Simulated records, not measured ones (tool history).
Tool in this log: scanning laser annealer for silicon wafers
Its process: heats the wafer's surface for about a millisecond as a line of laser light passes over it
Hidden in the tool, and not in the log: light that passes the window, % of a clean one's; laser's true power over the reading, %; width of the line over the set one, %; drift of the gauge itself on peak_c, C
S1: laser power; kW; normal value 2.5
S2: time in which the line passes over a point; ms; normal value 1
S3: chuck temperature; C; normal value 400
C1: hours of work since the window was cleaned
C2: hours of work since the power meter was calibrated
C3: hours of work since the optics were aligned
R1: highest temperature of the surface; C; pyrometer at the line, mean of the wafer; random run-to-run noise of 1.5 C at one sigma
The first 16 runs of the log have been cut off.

run   hour     S1    S2   S3   C1   C2   C3    R1
 17  108.2    2.5     1  400  575   58  575  1164
 18  115.6  2.657     1  400  578   61  578  1216
 19    122  2.176     1  400  581   64  581  1051
 20  130.2  2.176  1.23  424  585   68  585  1155
 21  139.1  2.176  1.23  427  589   72  589  1156
 22  146.3  2.176  1.23  427  592   75  592  1156
 23  151.3  2.397  1.22  379  595   77  595  1187
 24  158.8   2.54  1.22  379  598   80  598  1242
 25  166.7   2.54  1.22  379  602   84  602  1241
 26  175.7  2.236  0.84  431  606   88  606  1043
 27  180.3  2.236  0.84  431  608   90  608  1044
 28  188.2  2.596  0.84  380  611   94  611  1105
 29  196.1  2.596  0.84  380  615   97  615  1104
 30  202.4  2.596  0.84  380  618  100  618  1102
 31  210.7  2.596  0.84  380  622  104  622  1103
 32  217.8    2.5  0.78  428  625  107  625  1092
 33  225.3   2.32  1.25  439  628  111  628  1225
 34  232.4  2.448  1.16  415  631  114  631  1221
 35    242  2.674     1  400  636  118  636  1222

What if the next run were any one of these 4? Each begins from the tool's condition after run 35:
  A  248.2  2.205     1  400  639  121  639   ?
  B  248.2  2.584  0.85  429  639  121  639   ?
  C  248.2   2.61     1  400  639  121  639   ?
  D  248.2  2.166  1.14  400  639  121  639   ?

run    R1
  A  1062
  B  1152
  C  1196
  D  1097
Stripped of hidden state, with their random variation kept, the same runs would have yielded:
run    R1
  A  1082
  B  1174
  C  1220
  D  1118
